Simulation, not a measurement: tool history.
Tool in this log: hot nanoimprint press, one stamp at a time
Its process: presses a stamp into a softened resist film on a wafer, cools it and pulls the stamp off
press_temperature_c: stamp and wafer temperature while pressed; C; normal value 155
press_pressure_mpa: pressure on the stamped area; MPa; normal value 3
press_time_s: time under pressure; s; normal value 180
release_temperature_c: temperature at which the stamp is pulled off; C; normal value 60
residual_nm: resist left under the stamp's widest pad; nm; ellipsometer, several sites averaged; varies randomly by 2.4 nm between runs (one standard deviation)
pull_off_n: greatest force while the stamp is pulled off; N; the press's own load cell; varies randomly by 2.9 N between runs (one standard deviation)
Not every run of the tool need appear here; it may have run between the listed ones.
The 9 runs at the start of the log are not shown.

run 10 hour=92.1 | press_temperature_c=163 press_pressure_mpa=3 press_time_s=180 release_temperature_c=60 | residual_nm=223.8 pull_off_n=156
run 11 hour=100 | press_temperature_c=163 press_pressure_mpa=3 press_time_s=180 release_temperature_c=60 | residual_nm=221.5 pull_off_n=165
run 12 hour=105.5 | press_temperature_c=163 press_pressure_mpa=3 press_time_s=180 release_temperature_c=60 | residual_nm=220.9 pull_off_n=156
-- hour=112.8 plate thermocouple calibrated
run 13 hour=119.8 | press_temperature_c=163 press_pressure_mpa=3 press_time_s=180 release_temperature_c=60 | residual_nm=243 pull_off_n=170
run 14 hour=129.4 | press_temperature_c=163 press_pressure_mpa=3 press_time_s=180 release_temperature_c=60 | residual_nm=241.6 pull_off_n=168
run 15 hour=135 | press_temperature_c=163 press_pressure_mpa=3 press_time_s=180 release_temperature_c=60 | residual_nm=242 pull_off_n=178
run 16 hour=145.2 | press_temperature_c=155 press_pressure_mpa=4.38 press_time_s=180 release_temperature_c=58 | residual_nm=336.6 pull_off_n=194
run 17 hour=154 | press_temperature_c=157 press_pressure_mpa=4.38 press_time_s=180 release_temperature_c=58 | residual_nm=291.3 pull_off_n=190
run 18 hour=160.5 | press_temperature_c=158 press_pressure_mpa=4.24 press_time_s=163 release_temperature_c=52 | residual_nm=293.5 pull_off_n=228
run 19 hour=171.1 | press_temperature_c=158 press_pressure_mpa=4.24 press_time_s=163 release_temperature_c=52 | residual_nm=291.2 pull_off_n=226
run 20 hour=178.9 | press_temperature_c=152 press_pressure_mpa=2.7 press_time_s=273 release_temperature_c=52 | residual_nm=407.7 pull_off_n=238
run 21 hour=189.7 | press_temperature_c=155 press_pressure_mpa=3 press_time_s=131 release_temperature_c=60 | residual_nm=421.6 pull_off_n=188
-- hour=198.6 stamp cleaned and given a new release coat
run 22 hour=203.9 | press_temperature_c=155 press_pressure_mpa=3 press_time_s=131 release_temperature_c=60 | residual_nm=428.7 pull_off_n=140
run 23 hour=211.1 | press_temperature_c=162 press_pressure_mpa=3.2 press_time_s=131 release_temperature_c=68 | residual_nm=285.6 pull_off_n=107
run 24 hour=221.8 | press_temperature_c=155 press_pressure_mpa=4.78 press_time_s=251 release_temperature_c=60 | residual_nm=278 pull_off_n=137
run 25 hour=228.9 | press_temperature_c=155 press_pressure_mpa=4.78 press_time_s=251 release_temperature_c=60 | residual_nm=277.5 pull_off_n=140
run 26 hour=239.4 | press_temperature_c=155 press_pressure_mpa=3 press_time_s=123 release_temperature_c=46 | residual_nm=434.2 pull_off_n=198
run 27 hour=250.2 | press_temperature_c=155 press_pressure_mpa=3 press_time_s=123 release_temperature_c=46 | residual_nm=429.1 pull_off_n=207
run 28 hour=260.5 | press_temperature_c=155 press_pressure_mpa=2.15 press_time_s=158 release_temperature_c=46 | residual_nm=443.2 pull_off_n=201
run 29 hour=269.6 | press_temperature_c=155 press_pressure_mpa=2.15 press_time_s=158 release_temperature_c=46 | residual_nm=436.7 pull_off_n=204
run 30 hour=278.6 | press_temperature_c=146 press_pressure_mpa=2.43 press_time_s=158 release_temperature_c=46 | residual_nm=599.9 pull_off_n=211

Consider 4 possible next runs. They are alternatives, not a sequence: every one starts from the tool as it was left by run 30. What does each give?
run A hour=284.9 | press_temperature_c=148 press_pressure_mpa=1.95 press_time_s=158 release_temperature_c=46 | residual_nm=? pull_off_n=?
run B hour=284.9 | press_temperature_c=146 press_pressure_mpa=2.43 press_time_s=158 release_temperature_c=57 | residual_nm=? pull_off_n=?
run C hour=284.9 | press_temperature_c=146 press_pressure_mpa=2.43 press_time_s=158 release_temperature_c=67 | residual_nm=? pull_off_n=?
run D hour=284.9 | press_temperature_c=146 press_pressure_mpa=2.43 press_time_s=215 release_temperature_c=46 | residual_nm=? pull_off_n=?

run=A residual_nm=573.2 pull_off_n=213
run=B residual_nm=595 pull_off_n=171
run=C residual_nm=597.6 pull_off_n=126
run=D residual_nm=570.8 pull_off_n=209
With no hidden state in the tool, these same runs would have given:
run=A residual_nm=580.2 pull_off_n=185
run=B residual_nm=601.9 pull_off_n=148
run=C residual_nm=604.4 pull_off_n=110
run=D residual_nm=578.9 pull_off_n=182
